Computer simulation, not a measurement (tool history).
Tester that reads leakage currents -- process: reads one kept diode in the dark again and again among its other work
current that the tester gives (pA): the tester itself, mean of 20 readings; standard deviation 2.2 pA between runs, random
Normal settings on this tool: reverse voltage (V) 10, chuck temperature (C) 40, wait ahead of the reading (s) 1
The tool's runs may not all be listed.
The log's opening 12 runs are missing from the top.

| run | hour | reverse voltage (V) | chuck temperature (C) | wait ahead of the reading (s) | hours of work since the probe card was cleaned | hours of work since the tester was calibrated | hours of work since the chuck was calibrated | current that the tester gives (pA) |
|---|---|---|---|---|---|---|---|---|
| 13 | 1622 | 10 | 40 | 7.53 | 1797 | 4214 | 638 | 735.55 |
| 14 | 1707 | 10 | 40 | 1 | 1840 | 4258 | 682 | 736.81 |
| 15 | 1789.5 | 10 | 40 | 2.17 | 1882 | 4300 | 724 | 738 |
| 16 | 1958.7 | 10 | 40 | 2.17 | 1969 | 4386 | 810 | 736.5 |
| 17 | 2070.7 | 10 | 45 | 1 | 2026 | 4443 | 867 | 1038.27 |
| 18 | 2251.4 | 10 | 40 | 1.49 | 2118 | 4536 | 960 | 738.61 |
| 19 | 2354.8 | 3.8 | 40 | 1.49 | 2171 | 4588 | 1013 | 459.76 |
| 20 | 2528.1 | 3.8 | 40 | 1.49 | 2260 | 4677 | 1101 | 458.03 |
|  | 2563 | tester calibrated |
|  | 2580.8 | probe card cleaned and baked |
| 21 | 2639.4 | 5.4 | 54 | 0.31 | 30 | 37 | 1155 | 1370.36 |

Run 22 comes next. What will it give?
| 22 | 2722.9 | 5.4 | 54 | 0.31 | 73 | 80 | 1198 | ? |

current that the tester gives (pA): 1364.07
Without the tool's hidden state the same run would have given current that the tester gives (pA) 1420.36.

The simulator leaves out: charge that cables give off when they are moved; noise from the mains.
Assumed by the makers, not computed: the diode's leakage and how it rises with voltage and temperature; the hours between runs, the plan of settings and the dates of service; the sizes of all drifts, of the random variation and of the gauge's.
